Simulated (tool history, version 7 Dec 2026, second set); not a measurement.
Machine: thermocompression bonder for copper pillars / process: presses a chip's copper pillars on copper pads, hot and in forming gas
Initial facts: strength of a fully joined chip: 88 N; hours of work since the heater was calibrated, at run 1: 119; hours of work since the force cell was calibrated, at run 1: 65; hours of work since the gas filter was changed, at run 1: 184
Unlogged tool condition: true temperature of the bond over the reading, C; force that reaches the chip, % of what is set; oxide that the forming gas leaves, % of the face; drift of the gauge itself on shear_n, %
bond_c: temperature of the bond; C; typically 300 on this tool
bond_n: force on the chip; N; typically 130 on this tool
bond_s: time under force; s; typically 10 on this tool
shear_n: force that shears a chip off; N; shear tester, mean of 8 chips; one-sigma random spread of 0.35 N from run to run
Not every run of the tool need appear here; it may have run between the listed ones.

run,hour,bond_c,bond_n,bond_s,hours of work since the heater was calibrated,hours of work since the force cell was calibrated,hours of work since the gas filter was changed,shear_n
1,0,300,130,10,119,65,184,31.7
2,9.4,300,130,10,125,71,190,32
3,17.7,300,130,10,130,77,195,31.4
4,28,300,158,10,137,83,201,35.3
5,36.5,300,188,10,142,88,207,39.8
6,44.1,300,130,10,147,93,211,31.1
7,54.4,300,130,10,154,100,218,30.8
# hour 56.9: force cell calibrated
8,63.2,300,130,10,158,4,223,30.9
9,67.5,300,130,10,161,7,225,30.9
10,72.3,300,130,10,164,10,228,30.8
11,79.5,300,130,10,169,14,233,30.8
12,85.1,300,130,10,172,18,236,30.8
13,90.6,300,130,10,176,21,240,30.8
14,95.6,300,85,29,179,24,243,34.2
15,105.2,281,142,17,185,31,249,29.3
16,114,281,142,17,190,36,255,29.4
17,118.4,271,91,19,193,39,257,18.7
# hour 123.2: force cell calibrated, once more
18,126.3,271,91,19,197,2,261,19.2
19,132.8,271,91,19,201,6,266,19.6
20,138.2,319,188,10,205,9,269,49.2
21,148.2,327,85,17,211,16,275,41.7
22,153.7,271,171,17,214,19,279,28.3
23,159.3,299,106,8,218,23,282,23.2
24,166.9,299,178,8,223,28,287,33.7
25,177,273,178,20,229,34,293,31.5
26,185.6,276,146,10,234,39,299,21.9

Each row is a separate what-if for the run after 26, all from the same tool condition, not one after another. Results?
A,192.6,300,130,21,239,44,303,?
B,192.6,310,90,16,239,44,303,?
C,192.6,324,146,10,239,44,303,?
D,192.6,295,146,19,239,44,303,?

run,shear_n
A,39.9
B,33.2
C,44.8
D,39
With the hidden condition removed and each run's random variation left untouched, the same runs would have given:
run,shear_n
A,43.3
B,36.1
C,48.3
D,42.4

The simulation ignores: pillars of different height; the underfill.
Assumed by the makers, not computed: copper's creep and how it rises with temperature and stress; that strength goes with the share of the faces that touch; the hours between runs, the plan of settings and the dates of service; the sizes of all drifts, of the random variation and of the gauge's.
